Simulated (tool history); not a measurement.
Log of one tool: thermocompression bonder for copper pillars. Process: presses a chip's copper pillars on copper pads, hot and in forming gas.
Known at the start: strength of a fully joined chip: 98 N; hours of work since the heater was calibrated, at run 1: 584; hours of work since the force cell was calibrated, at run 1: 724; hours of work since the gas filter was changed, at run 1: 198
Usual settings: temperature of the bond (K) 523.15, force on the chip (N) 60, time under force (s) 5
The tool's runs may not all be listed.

run   hour  temperature of the bond (K)  force on the chip (N)  time under force (s)  hours of work since the heater was calibrated  hours of work since the force cell was calibrated  hours of work since the gas filter was changed  force that shears a chip off (N)
  1      0                       523.15                     60                     5                                            584                                                724                                             198                              58.5
  2     20                       523.15                     62                     5                                            598                                                738                                             212                              60.1
  3   43.9                       523.15                     76                     5                                            615                                                755                                             229                              64.2
  4   72.7                       523.15                     76                     5                                            635                                                775                                             250                                64
  5   91.5                       523.15                     76                     5                                            649                                                789                                             263                              63.8
  6  111.1                       523.15                     60                     5                                            662                                                803                                             277                                57
  7  127.6                       523.15                     60                     5                                            674                                                814                                             289                              58.5
  8  154.4                       523.15                     60                     5                                            693                                                833                                             307                              57.4
  9  177.1                       523.15                     60                     5                                            709                                                849                                             324                              57.2
     187.4  -- heater calibrated with a thermocouple chip
 10  192.8                       523.15                     60                     5                                              4                                                859                                             333                                61
 11  210.5                       523.15                     60                     5                                             16                                                872                                             346                              62.2
 12  240.8                       523.15                     60                     5                                             38                                                893                                             367                              61.4
 13  254.5                       523.15                     60                     5                                             48                                                903                                             377                              59.9
 14  276.9                       523.15                     60                     5                                             63                                                919                                             393                              60.3
 15    291                       523.15                     60                     5                                             73                                                929                                             403                              61.7
 16  304.5                       523.15                     60                     5                                             83                                                938                                             412                              60.1
 17  322.6                       552.15                     60                     5                                             96                                                951                                             425                              70.7
     347.2  -- forming gas filter changed
 18  352.9                       523.15                     60                     3                                            117                                                972                                               4                              55.7
 19  375.4                       523.15                     60                     5                                            133                                                988                                              20                              64.3
 20  403.6                       523.15                     60                     5                                            153                                               1008                                              40                              64.2
 21  426.7                       515.15                     38                     6                                            169                                               1024                                              56                              51.8

Run 22 comes next. What will it give?
 22  443.1                       505.15                     55                     7                                            181                                               1036                                              68                                 ?

force that shears a chip off (N): 58.8
Without the tool's hidden state the same run would have given force that shears a chip off (N) 61.7.
